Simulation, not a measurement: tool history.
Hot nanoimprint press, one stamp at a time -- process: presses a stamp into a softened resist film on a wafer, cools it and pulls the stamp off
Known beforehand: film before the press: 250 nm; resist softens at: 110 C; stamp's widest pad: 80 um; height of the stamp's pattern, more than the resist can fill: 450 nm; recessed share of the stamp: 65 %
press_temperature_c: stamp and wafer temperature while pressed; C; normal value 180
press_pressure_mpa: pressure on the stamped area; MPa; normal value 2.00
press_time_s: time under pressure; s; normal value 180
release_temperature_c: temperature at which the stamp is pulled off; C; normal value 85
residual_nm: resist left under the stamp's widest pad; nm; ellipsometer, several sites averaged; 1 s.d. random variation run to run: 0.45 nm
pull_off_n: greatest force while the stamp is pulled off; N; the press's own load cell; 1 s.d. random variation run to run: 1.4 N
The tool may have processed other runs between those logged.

run   hour  press_temperature_c  press_pressure_mpa  press_time_s  release_temperature_c  residual_nm  pull_off_n
  1    0.0                  180                2.00           180                     85        121.1         116
  2   10.1                  180                2.00           213                     85        113.3         117
  3   21.8                  180                2.00           213                     85        114.4         119
  4   29.7                  180                2.00           213                     85        114.1         116
  5   39.5                  180                2.00           213                     85        114.4         119
  6   48.7                  180                2.00           213                     85        114.0         117
  7   59.9                  180                2.00           180                     85        121.6         118
  8   73.0                  180                2.00           180                     85        121.5         117
  9   80.9                  180                2.00           180                     85        121.3         118
 10   87.5                  180                1.20           180                     85        149.8         118
 11   95.4                  180                1.20           108                     85        172.9         119
 12  104.5                  180                1.20           108                     85        172.9         116
 13  115.4                  180                1.20           108                     85        172.7         116
 14  129.3                  180                2.00           317                     85         97.5         118
 15  139.0                  180                2.00           317                     85         97.9         119
 16  152.0                  180                2.51            93                     84        138.4         121
 17  165.1                  180                2.51            93                     84        139.2         118
 18  176.2                  180                2.51            93                     84        139.5         118
 19  183.1                  180                2.51            93                     84        138.1         119
 20  194.0                  192                2.00           180                     83         78.0         117
 21  204.8                  192                2.00           180                     83         78.6         120
 22  214.4                  192                2.00           180                     83         78.7         122
 23  223.2                  192                2.00           180                     83         77.9         120
 24  235.9                  171                2.05            98                     83        190.0         120
 25  247.6                  171                2.05            98                     86        189.5         118
 26  257.7                  189                2.00           180                     85         87.9         118
 27  263.9                  184                2.00           173                     81        106.3         119
 28  275.0                  180                1.44           180                     85        138.9         119
 29  288.4                  180                1.44           180                     85        139.5         120

Predict each of these 5 candidate next runs independently; none follows another, all start after run 29:
  A  296.0                  175                1.68           180                     86            ?           ?
  B  296.0                  182                1.40           180                     85            ?           ?
  C  296.0                  180                2.00           129                     85            ?           ?
  D  296.0                  176                1.44           180                     83            ?           ?
  E  296.0                  180                2.00           180                     90            ?           ?

run  residual_nm  pull_off_n
  A        155.7         118
  B        132.9         118
  C        136.6         119
  D        158.5         121
  E        120.8         114
The same runs, with their run-to-run variation unchanged, on a tool lacking any hidden condition would have given:
run  residual_nm  pull_off_n
  A        155.6         117
  B        132.8         117
  C        136.5         118
  D        158.4         120
  E        120.7         114

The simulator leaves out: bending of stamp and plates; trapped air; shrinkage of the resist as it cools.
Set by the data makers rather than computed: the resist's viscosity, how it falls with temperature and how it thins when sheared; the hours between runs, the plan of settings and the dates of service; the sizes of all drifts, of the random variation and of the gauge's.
